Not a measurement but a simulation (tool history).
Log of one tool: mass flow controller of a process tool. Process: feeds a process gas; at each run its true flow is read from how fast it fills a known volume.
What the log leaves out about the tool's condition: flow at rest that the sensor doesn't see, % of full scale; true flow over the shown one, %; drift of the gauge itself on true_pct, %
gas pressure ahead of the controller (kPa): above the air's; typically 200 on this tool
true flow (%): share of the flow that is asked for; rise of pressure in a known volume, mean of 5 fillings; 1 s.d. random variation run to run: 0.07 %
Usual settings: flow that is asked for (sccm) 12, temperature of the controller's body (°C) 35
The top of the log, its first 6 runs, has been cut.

| run | day | flow that is asked for (sccm) | gas pressure ahead of the controller (kPa) | temperature of the controller's body (°C) | hours of work since the controller was set to zero | hours of work since the controller was changed | true flow (%) |
|---|---|---|---|---|---|---|---|
| 7 | 34.375 | 12 | 200 | 35 | 1752 | 1752 | 98.63 |
| 8 | 40.842 | 12 | 200 | 35 | 1825 | 1825 | 98.69 |
| 9 | 43.921 | 12 | 200 | 35 | 1861 | 1861 | 98.61 |
| 10 | 49.521 | 12 | 200 | 35 | 1925 | 1925 | 98.55 |
| 11 | 54.404 | 12 | 200 | 35 | 1980 | 1980 | 98.73 |
| 12 | 60.883 | 12 | 200 | 35 | 2054 | 2054 | 98.68 |
| 13 | 64.271 | 12 | 200 | 35 | 2093 | 2093 | 98.61 |
| 14 | 70.092 | 12 | 200 | 35 | 2159 | 2159 | 98.52 |
| 15 | 77.579 | 12 | 200 | 39 | 2245 | 2245 | 98.44 |
| 16 | 80.683 | 12 | 200 | 39 | 2280 | 2280 | 98.54 |
| 17 | 84.804 | 12 | 200 | 35 | 2327 | 2327 | 98.64 |
| 18 | 89.938 | 7 | 170 | 35 | 2386 | 2386 | 97.79 |
| 19 | 96.662 | 12 | 200 | 21 | 2463 | 2463 | 99.00 |
| 20 | 103.112 | 12 | 200 | 21 | 2536 | 2536 | 98.95 |
|  | 103.646 | controller's zero set anew |
| 21 | 108.742 | 7 | 242 | 24 | 58 | 2600 | 97.24 |
| 22 | 113.383 | 12 | 178 | 35 | 111 | 2653 | 98.81 |
| 23 | 116.750 | 12 | 178 | 35 | 150 | 2692 | 98.79 |
| 24 | 122.550 | 18 | 205 | 35 | 216 | 2758 | 99.63 |
|  | 128.504 | controller's zero set anew, once more |
| 25 | 128.504 | 4 | 274 | 23 | 0 | 2825 | 97.66 |
| 26 | 132.788 | 7 | 213 | 28 | 49 | 2874 | 98.68 |
| 27 | 138.304 | 12 | 200 | 24 | 112 | 2937 | 99.50 |
| 28 | 142.771 | 3 | 247 | 35 | 163 | 2988 | 97.31 |
| 29 | 149.038 | 4 | 200 | 22 | 234 | 3060 | 98.26 |
| 30 | 153.012 | 4 | 264 | 28 | 280 | 3105 | 97.56 |
| 31 | 156.996 | 4 | 195 | 33 | 325 | 3151 | 98.02 |

Predict each of these 5 candidate next runs independently; none follows another, all start after run 31:
| A | 161.446 | 12 | 146 | 35 | 376 | 3201 | ? |
| B | 161.446 | 4 | 195 | 33 | 376 | 3201 | ? |
| C | 161.446 | 3 | 242 | 29 | 376 | 3201 | ? |
| D | 161.446 | 2 | 157 | 20 | 376 | 3201 | ? |
| E | 161.446 | 4 | 197 | 33 | 376 | 3201 | ? |

| run | true flow (%) |
|---|---|
| A | 99.45 |
| B | 97.91 |
| C | 97.35 |
| D | 97.86 |
| E | 97.88 |
Had the tool no hidden state, the same runs would have come out as:
| run | true flow (%) |
|---|---|
| A | 98.62 |
| B | 97.34 |
| C | 96.92 |
| D | 97.70 |
| E | 97.31 |
